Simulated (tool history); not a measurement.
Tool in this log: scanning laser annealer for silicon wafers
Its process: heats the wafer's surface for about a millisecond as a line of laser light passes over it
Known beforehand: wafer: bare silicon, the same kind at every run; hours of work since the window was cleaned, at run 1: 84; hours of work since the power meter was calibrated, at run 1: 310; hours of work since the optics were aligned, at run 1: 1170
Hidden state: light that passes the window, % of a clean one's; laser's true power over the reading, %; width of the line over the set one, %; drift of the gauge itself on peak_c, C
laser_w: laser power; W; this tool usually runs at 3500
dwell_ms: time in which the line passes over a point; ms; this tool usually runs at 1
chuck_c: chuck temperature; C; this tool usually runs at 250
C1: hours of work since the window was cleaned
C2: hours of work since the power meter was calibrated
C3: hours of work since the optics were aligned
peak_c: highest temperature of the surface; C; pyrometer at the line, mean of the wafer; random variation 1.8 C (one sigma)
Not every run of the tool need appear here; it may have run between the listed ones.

run 1 day=0 | laser_w=3500 dwell_ms=1 chuck_c=250 | C1=84 C2=310 C3=1170 | peak_c=1032
run 2 day=0.475 | laser_w=3500 dwell_ms=1 chuck_c=274 | C1=92 C2=318 C3=1178 | peak_c=1055
run 3 day=0.921 | laser_w=3500 dwell_ms=1 chuck_c=265 | C1=99 C2=325 C3=1185 | peak_c=1046
run 4 day=1.242 | laser_w=3500 dwell_ms=1 chuck_c=265 | C1=104 C2=330 C3=1190 | peak_c=1048
run 5 day=1.629 | laser_w=3417 dwell_ms=1 chuck_c=265 | C1=110 C2=336 C3=1196 | peak_c=1022
run 6 day=2.112 | laser_w=3500 dwell_ms=1 chuck_c=250 | C1=118 C2=344 C3=1204 | peak_c=1029
run 7 day=2.633 | laser_w=3819 dwell_ms=1 chuck_c=250 | C1=126 C2=352 C3=1212 | peak_c=1121
run 8 day=2.867 | laser_w=3819 dwell_ms=1 chuck_c=250 | C1=130 C2=356 C3=1216 | peak_c=1121
run 9 day=3.196 | laser_w=3076 dwell_ms=1 chuck_c=250 | C1=135 C2=361 C3=1221 | peak_c=917
run 10 day=3.704 | laser_w=3473 dwell_ms=0.71 chuck_c=251 | C1=143 C2=369 C3=1229 | peak_c=886
run 11 day=4.221 | laser_w=3275 dwell_ms=1.07 chuck_c=260 | C1=151 C2=378 C3=1237 | peak_c=1007
run 12 day=4.542 | laser_w=3275 dwell_ms=1.07 chuck_c=260 | C1=156 C2=383 C3=1242 | peak_c=1007
run 13 day=5.067 | laser_w=3338 dwell_ms=1.07 chuck_c=260 | C1=165 C2=391 C3=1251 | peak_c=1024
-- day=5.229 laser's power meter calibrated
run 14 day=5.521 | laser_w=3338 dwell_ms=1.07 chuck_c=260 | C1=170 C2=5 C3=1256 | peak_c=1024
run 15 day=5.879 | laser_w=3617 dwell_ms=0.8 chuck_c=259 | C1=176 C2=10 C3=1262 | peak_c=975
-- day=6.267 laser's power meter calibrated, once more
run 16 day=6.267 | laser_w=3839 dwell_ms=0.7 chuck_c=230 | C1=180 C2=0 C3=1266 | peak_c=940
run 17 day=6.629 | laser_w=3123 dwell_ms=0.74 chuck_c=230 | C1=186 C2=6 C3=1272 | peak_c=798
run 18 day=7.104 | laser_w=3123 dwell_ms=0.74 chuck_c=230 | C1=193 C2=13 C3=1279 | peak_c=801

Below are 4 alternative next runs, each starting from the tool's condition after run 18. Predict each:
run A day=7.438 | laser_w=3561 dwell_ms=0.75 chuck_c=224 | C1=199 C2=19 C3=1285 | peak_c=?
run B day=7.438 | laser_w=3849 dwell_ms=0.81 chuck_c=219 | C1=199 C2=19 C3=1285 | peak_c=?
run C day=7.438 | laser_w=3579 dwell_ms=0.83 chuck_c=230 | C1=199 C2=19 C3=1285 | peak_c=?
run D day=7.438 | laser_w=3290 dwell_ms=1 chuck_c=280 | C1=199 C2=19 C3=1285 | peak_c=?

run=A peak_c=898
run=B peak_c=994
run=C peak_c=948
run=D peak_c=1000
With the hidden condition removed and each run's random variation left untouched, the same runs would have given:
run=A peak_c=920
run=B peak_c=1019
run=C peak_c=971
run=D peak_c=1023

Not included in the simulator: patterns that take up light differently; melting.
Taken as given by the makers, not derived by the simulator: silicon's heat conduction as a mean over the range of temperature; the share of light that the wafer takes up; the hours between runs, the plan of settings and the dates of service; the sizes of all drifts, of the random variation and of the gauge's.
